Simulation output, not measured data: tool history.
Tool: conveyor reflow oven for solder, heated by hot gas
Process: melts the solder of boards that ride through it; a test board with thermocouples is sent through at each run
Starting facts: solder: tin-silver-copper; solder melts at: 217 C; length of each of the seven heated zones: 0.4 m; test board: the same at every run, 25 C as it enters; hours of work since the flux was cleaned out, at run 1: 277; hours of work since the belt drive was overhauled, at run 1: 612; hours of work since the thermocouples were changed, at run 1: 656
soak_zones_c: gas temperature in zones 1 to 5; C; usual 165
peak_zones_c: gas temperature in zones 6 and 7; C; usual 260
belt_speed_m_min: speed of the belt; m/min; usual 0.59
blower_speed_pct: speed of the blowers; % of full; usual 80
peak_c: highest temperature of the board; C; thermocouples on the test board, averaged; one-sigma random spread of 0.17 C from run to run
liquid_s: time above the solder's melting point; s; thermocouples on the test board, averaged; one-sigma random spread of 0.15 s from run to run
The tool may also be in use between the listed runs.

run,day,soak_zones_c,peak_zones_c,belt_speed_m_min,blower_speed_pct,hours of work since the flux was cleaned out,hours of work since the belt drive was overhauled,hours of work since the thermocouples were changed,peak_c,liquid_s
1,0,165,260,0.59,80,277,612,656,252.4,60.9
2,0.738,165,260,0.59,80,287,621,666,252.9,61
3,1.662,165,260,0.59,80,299,633,678,252.7,60.9
4,2.525,165,260,0.59,80,310,645,689,252.4,61.2
5,3.362,166,260,0.59,80,321,656,700,252.9,61.5
6,4.508,165,260,0.59,86,336,671,715,253.9,62.1
7,5.546,165,260,0.59,86,350,685,729,253.8,62.1
8,6.588,165,260,0.59,86,364,698,743,253.5,61.7
9,7.625,165,260,0.59,86,377,712,756,253.3,61.9
# day 7.925: flux residue cleaned out of gas plates and filters
10,8.975,157,264,0.558,65,14,727,771,255.5,63.8
11,9.788,157,261,0.558,65,24,737,782,252.3,61.7
12,10.938,157,261,0.558,65,40,753,797,252.7,61.6
13,12,157,261,0.558,65,54,767,811,252.7,61.7
14,13.004,165,268,0.612,80,67,780,824,260.9,63.7
15,13.929,165,268,0.612,80,79,792,836,260.8,63.6
16,15.129,165,268,0.612,80,95,808,852,260.9,63.5
17,16.312,165,268,0.612,80,110,823,868,260.6,63.8

What if the next run were any one of these 3? Each begins from the tool's condition after run 17:
A,17.262,150,263,0.612,80,123,836,880,?,?
B,17.262,165,268,0.68,80,123,836,880,?,?
C,17.262,165,268,0.612,88,123,836,880,?,?

run,peak_c,liquid_s
A,254.3,55.6
B,257.8,55.3
C,262.1,64.8
Stripped of hidden state, with their random variation kept, the same runs would have yielded:
run,peak_c,liquid_s
A,252.3,54.1
B,255.9,54.1
C,260,63.5
